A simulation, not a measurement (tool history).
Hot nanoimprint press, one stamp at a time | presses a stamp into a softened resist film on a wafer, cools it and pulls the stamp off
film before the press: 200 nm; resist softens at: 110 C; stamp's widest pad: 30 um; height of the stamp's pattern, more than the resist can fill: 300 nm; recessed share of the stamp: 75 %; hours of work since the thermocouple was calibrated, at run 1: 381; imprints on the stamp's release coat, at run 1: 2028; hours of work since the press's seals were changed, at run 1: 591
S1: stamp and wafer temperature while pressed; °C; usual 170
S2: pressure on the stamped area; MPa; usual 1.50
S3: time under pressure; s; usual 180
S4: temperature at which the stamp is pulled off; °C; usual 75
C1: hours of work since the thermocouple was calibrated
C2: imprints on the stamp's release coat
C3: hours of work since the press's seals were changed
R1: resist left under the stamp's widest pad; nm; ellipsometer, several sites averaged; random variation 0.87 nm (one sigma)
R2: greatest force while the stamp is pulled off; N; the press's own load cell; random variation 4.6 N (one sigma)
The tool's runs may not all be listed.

run	hour	S1	S2	S3	S4	C1	C2	C3	R1	R2
1	0.0	170	1.50	180	75	381	2028	591	128.8	380
2	27.2	170	1.50	180	75	394	2105	603	129.6	390
# hour 41.9: stamp cleaned and given a new release coat
3	67.2	170	1.50	180	75	410	73	619	129.4	235
4	85.0	170	1.50	180	75	418	123	627	130.8	246
5	107.8	170	1.50	180	75	428	189	638	130.5	238
6	126.7	170	1.50	180	75	437	242	647	130.0	255
7	154.5	170	1.50	180	75	450	322	660	132.0	254
8	173.7	170	1.50	180	75	459	377	669	133.0	246
9	204.1	170	1.50	180	75	473	463	683	130.9	274
10	221.3	170	1.50	180	75	481	513	691	131.5	280
11	251.5	170	1.73	180	75	495	599	705	124.6	270
12	271.5	170	1.73	180	75	505	656	714	126.8	283
# hour 299.4: plate thermocouple calibrated
13	308.7	170	1.73	180	75	4	753	730	116.7	270
14	335.6	170	1.73	180	75	17	830	743	117.4	276
15	359.0	164	1.73	180	75	28	897	754	149.5	283
16	385.5	164	1.73	180	75	40	973	766	149.0	287

Forecast run 17:
17	411.4	164	1.73	180	75	52	1047	778	?	?

{"run 17": {"R1": 150.1, "R2": 292}}
Without the tool's hidden state the same run would have given R1 145.7 nm, R2 220 N.
